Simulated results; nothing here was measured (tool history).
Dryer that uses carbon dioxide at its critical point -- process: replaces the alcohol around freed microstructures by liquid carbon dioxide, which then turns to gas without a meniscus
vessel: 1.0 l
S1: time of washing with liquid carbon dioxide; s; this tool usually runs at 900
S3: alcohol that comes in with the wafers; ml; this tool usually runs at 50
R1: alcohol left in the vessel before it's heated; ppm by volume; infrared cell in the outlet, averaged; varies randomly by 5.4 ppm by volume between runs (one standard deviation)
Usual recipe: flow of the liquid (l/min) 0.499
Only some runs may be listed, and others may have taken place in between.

run 1 day=0 | S1=900 flow_of_the_liquid_(l/min)=0.499 S3=50 | R1=239
run 2 day=0.408 | S1=900 flow_of_the_liquid_(l/min)=0.499 S3=50 | R1=238
run 3 day=1.346 | S1=900 flow_of_the_liquid_(l/min)=0.378 S3=50 | R1=799
run 4 day=2.283 | S1=900 flow_of_the_liquid_(l/min)=0.499 S3=50 | R1=251
run 5 day=2.992 | S1=900 flow_of_the_liquid_(l/min)=0.499 S3=50 | R1=257
run 6 day=3.679 | S1=900 flow_of_the_liquid_(l/min)=0.499 S3=50 | R1=254
run 7 day=4.475 | S1=1020 flow_of_the_liquid_(l/min)=0.499 S3=50 | R1=162
run 8 day=5.038 | S1=900 flow_of_the_liquid_(l/min)=0.499 S3=50 | R1=252
run 9 day=5.583 | S1=900 flow_of_the_liquid_(l/min)=0.499 S3=50 | R1=260
run 10 day=6.262 | S1=900 flow_of_the_liquid_(l/min)=0.499 S3=32 | R1=196
run 11 day=7.067 | S1=900 flow_of_the_liquid_(l/min)=0.499 S3=32 | R1=196
run 12 day=7.746 | S1=900 flow_of_the_liquid_(l/min)=0.499 S3=32 | R1=195
run 13 day=8.229 | S1=1200 flow_of_the_liquid_(l/min)=0.499 S3=50 | R1=120
run 14 day=9.033 | S1=1380 flow_of_the_liquid_(l/min)=0.499 S3=50 | R1=102
run 15 day=9.725 | S1=1020 flow_of_the_liquid_(l/min)=0.499 S3=50 | R1=184
run 16 day=10.504 | S1=1020 flow_of_the_liquid_(l/min)=0.499 S3=50 | R1=180
run 17 day=11.242 | S1=1020 flow_of_the_liquid_(l/min)=0.499 S3=50 | R1=178
run 18 day=12.004 | S1=900 flow_of_the_liquid_(l/min)=0.499 S3=99 | R1=501
run 19 day=12.925 | S1=900 flow_of_the_liquid_(l/min)=0.499 S3=99 | R1=495
run 20 day=13.783 | S1=900 flow_of_the_liquid_(l/min)=0.499 S3=99 | R1=492
run 21 day=14.746 | S1=900 flow_of_the_liquid_(l/min)=0.499 S3=99 | R1=510
run 22 day=15.712 | S1=900 flow_of_the_liquid_(l/min)=0.499 S3=99 | R1=520
run 23 day=16.362 | S1=1020 flow_of_the_liquid_(l/min)=0.499 S3=50 | R1=199
run 24 day=17.021 | S1=1020 flow_of_the_liquid_(l/min)=0.499 S3=50 | R1=210
run 25 day=17.896 | S1=1200 flow_of_the_liquid_(l/min)=0.499 S3=50 | R1=142
run 26 day=18.517 | S1=1200 flow_of_the_liquid_(l/min)=0.499 S3=50 | R1=145
run 27 day=19.454 | S1=1200 flow_of_the_liquid_(l/min)=0.499 S3=50 | R1=149
run 28 day=19.967 | S1=1200 flow_of_the_liquid_(l/min)=0.499 S3=50 | R1=159
run 29 day=20.629 | S1=900 flow_of_the_liquid_(l/min)=0.645 S3=64 | R1=159
run 30 day=21.038 | S1=900 flow_of_the_liquid_(l/min)=0.645 S3=27 | R1=133
run 31 day=21.896 | S1=720 flow_of_the_liquid_(l/min)=0.499 S3=24 | R1=438
run 32 day=22.588 | S1=1140 flow_of_the_liquid_(l/min)=0.499 S3=50 | R1=179
run 33 day=23.542 | S1=600 flow_of_the_liquid_(l/min)=0.807 S3=73 | R1=312
run 34 day=24.204 | S1=600 flow_of_the_liquid_(l/min)=0.807 S3=73 | R1=317
run 35 day=24.633 | S1=1260 flow_of_the_liquid_(l/min)=0.655 S3=28 | R1=124
run 36 day=25.604 | S1=1260 flow_of_the_liquid_(l/min)=0.655 S3=28 | R1=126
run 37 day=26.567 | S1=1260 flow_of_the_liquid_(l/min)=0.655 S3=28 | R1=129
run 38 day=27.462 | S1=1320 flow_of_the_liquid_(l/min)=0.573 S3=68 | R1=138
run 39 day=28.125 | S1=600 flow_of_the_liquid_(l/min)=0.308 S3=68 | R1=8343
run 40 day=28.954 | S1=600 flow_of_the_liquid_(l/min)=0.308 S3=68 | R1=8241
run 41 day=29.796 | S1=540 flow_of_the_liquid_(l/min)=0.486 S3=28 | R1=1403
run 42 day=30.408 | S1=1260 flow_of_the_liquid_(l/min)=0.662 S3=79 | R1=148
run 43 day=30.875 | S1=1260 flow_of_the_liquid_(l/min)=0.453 S3=50 | R1=207
-- day=31.417 inlet filter changed
run 44 day=31.708 | S1=1260 flow_of_the_liquid_(l/min)=0.453 S3=30 | R1=166
run 45 day=32.625 | S1=1260 flow_of_the_liquid_(l/min)=0.453 S3=30 | R1=160
run 46 day=33.125 | S1=1260 flow_of_the_liquid_(l/min)=0.453 S3=30 | R1=164
run 47 day=33.9 | S1=840 flow_of_the_liquid_(l/min)=0.662 S3=50 | R1=184
run 48 day=34.421 | S1=840 flow_of_the_liquid_(l/min)=0.352 S3=45 | R1=1222

Alternative continuations, all from the tool just after run 48; predict every row:
run A day=34.862 | S1=900 flow_of_the_liquid_(l/min)=0.38 S3=91 | R1=?
run B day=34.862 | S1=840 flow_of_the_liquid_(l/min)=0.352 S3=26 | R1=?
run C day=34.862 | S1=900 flow_of_the_liquid_(l/min)=0.352 S3=45 | R1=?

run=A R1=1320
run=B R1=758
run=C R1=942
Take away the tool's hidden state, keep each run's random variation, and the runs would have read:
run=A R1=1120
run=B R1=586
run=C R1=762
